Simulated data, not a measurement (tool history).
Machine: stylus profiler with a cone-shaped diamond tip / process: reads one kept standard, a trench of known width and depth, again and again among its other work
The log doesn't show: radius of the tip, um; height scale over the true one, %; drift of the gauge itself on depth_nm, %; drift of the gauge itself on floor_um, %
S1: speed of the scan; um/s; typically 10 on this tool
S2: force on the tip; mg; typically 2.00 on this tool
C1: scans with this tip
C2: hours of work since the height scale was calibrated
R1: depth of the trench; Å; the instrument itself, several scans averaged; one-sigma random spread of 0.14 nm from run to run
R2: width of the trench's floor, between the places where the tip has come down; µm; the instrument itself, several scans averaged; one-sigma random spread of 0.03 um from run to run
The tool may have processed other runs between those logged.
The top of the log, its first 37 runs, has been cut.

run,hour,S1,S2,C1,C2,R1,R2
38,1565.2,30,0.96,19186,546,5032.2,95.47
39,1596.9,14,1.18,19392,568,5040.7,95.59
40,1643.4,3,2.00,19692,600,5060.0,95.67
41,1699.2,40,2.00,20053,638,5055.9,95.42
42,1742.9,40,2.00,20336,668,5057.4,95.45
43,1794.4,22,3.06,20669,703,5076.9,95.50
44,1830.2,10,2.63,20901,727,5070.9,95.52
45,1853.9,10,2.63,21054,744,5071.8,95.50
46,1882.7,10,2.63,21240,763,5072.4,95.49

Consider 4 possible next runs. They are alternatives, not a sequence: every one starts from the tool as it was left by run 46. What does each give?
A,1914.2,4,2.63,21444,785,?,?
B,1914.2,20,1.08,21444,785,?,?
C,1914.2,7,3.64,21444,785,?,?
D,1914.2,27,2.63,21444,785,?,?

run,R1,R2
A,5068.9,95.58
B,5033.9,95.44
C,5087.5,95.47
D,5070.1,95.44
Stripped of hidden state, with their random variation kept, the same runs would have yielded:
run,R1,R2
A,5082.3,97.04
B,5047.2,96.91
C,5101.0,96.94
D,5083.6,96.91

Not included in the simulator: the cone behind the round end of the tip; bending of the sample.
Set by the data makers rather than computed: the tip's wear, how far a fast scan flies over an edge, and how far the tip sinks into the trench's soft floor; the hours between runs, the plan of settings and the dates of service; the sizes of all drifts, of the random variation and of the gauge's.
